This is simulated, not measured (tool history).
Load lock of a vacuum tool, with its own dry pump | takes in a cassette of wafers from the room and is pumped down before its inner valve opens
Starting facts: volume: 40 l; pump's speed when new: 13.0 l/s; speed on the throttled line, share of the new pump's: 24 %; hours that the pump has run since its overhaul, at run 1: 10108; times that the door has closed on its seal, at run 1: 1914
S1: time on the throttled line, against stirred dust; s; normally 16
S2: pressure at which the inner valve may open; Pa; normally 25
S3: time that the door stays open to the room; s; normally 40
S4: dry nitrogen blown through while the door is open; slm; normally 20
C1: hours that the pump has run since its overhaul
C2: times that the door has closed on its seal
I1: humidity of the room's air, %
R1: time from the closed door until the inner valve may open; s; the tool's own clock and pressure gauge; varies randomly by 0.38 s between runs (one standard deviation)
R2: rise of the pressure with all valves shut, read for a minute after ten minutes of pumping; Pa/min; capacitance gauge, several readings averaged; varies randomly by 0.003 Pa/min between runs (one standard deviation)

Run 1, day 0: usual settings; C1 10108; C2 1914; I1 43.5. Result: R1 42.2 s, R2 0.049 Pa/min.
Run 2, day 10.342: usual settings; C1 10356; C2 2379; I1 46. Result: R1 41.2 s, R2 0.054 Pa/min.
Run 3, day 22.612: usual settings; C1 10651; C2 2932; I1 43.8. Result: R1 40.7 s, R2 0.054 Pa/min.
Run 4, day 29.554: usual settings; C1 10817; C2 3244; I1 45.2. Result: R1 42.2 s, R2 0.054 Pa/min.
Run 5, day 38.608: usual settings; C1 11034; C2 3652; I1 43.6. Result: R1 41.8 s, R2 0.054 Pa/min.
Run 6, day 49.242: usual settings but S2 32 Pa; C1 11290; C2 4130; I1 46.5. Result: R1 40.7 s, R2 0.059 Pa/min.
Run 7, day 59.579: usual settings but S1 13 s; C1 11538; C2 4596; I1 42.9. Result: R1 39.8 s, R2 0.057 Pa/min.
Run 8, day 74.179: usual settings but S1 13 s, S2 41 Pa, S3 54 s; C1 11888; C2 5253; I1 48.8. Result: R1 38.6 s, R2 0.075 Pa/min.
Run 9, day 80.921: usual settings but S1 13 s, S2 41 Pa, S3 54 s; C1 12050; C2 5557; I1 45.3. Result: R1 38 s, R2 0.076 Pa/min.
Run 10, day 96.262: usual settings but S3 189 s, S4 17 slm; C1 12418; C2 6247; I1 42. Result: R1 41.9 s, R2 0.133 Pa/min.
Run 11, day 111.092: usual settings but S3 189 s, S4 17 slm; C1 12774; C2 6915; I1 49.6. Result: R1 42.4 s, R2 0.158 Pa/min.
Run 12, day 121.879: usual settings but S2 47 Pa, S3 34 s, S4 31 slm; C1 13033; C2 7401; I1 44.3. Result: R1 40.4 s, R2 0.054 Pa/min.

Selected run-to-run steps in R1, each split into two signed amounts: the part the tool would show with no hidden state at all (from settings, incoming material and random variation), and the remainder, which goes to the hidden state together with any gauge scatter not common to the measured and the hidden-state-free results:
The tool's hidden condition here consists of: pump's speed, % of a new pump's; leak at the door's seal, Pa l/s; drift of the gauge itself on ready_s, %; drift of the gauge itself on rise_pa_min, %.
Run 6 -> 7: S1 16 -> 13, S2 32 -> 25. R1 -0.9 s: hidden state +0.4, all else -1.3.
Run 9 -> 10: S1 13 -> 16, S2 41 -> 25, S3 54 -> 189, S4 20 -> 17. R1 +3.9 s: hidden state +0.3, all else +3.6.

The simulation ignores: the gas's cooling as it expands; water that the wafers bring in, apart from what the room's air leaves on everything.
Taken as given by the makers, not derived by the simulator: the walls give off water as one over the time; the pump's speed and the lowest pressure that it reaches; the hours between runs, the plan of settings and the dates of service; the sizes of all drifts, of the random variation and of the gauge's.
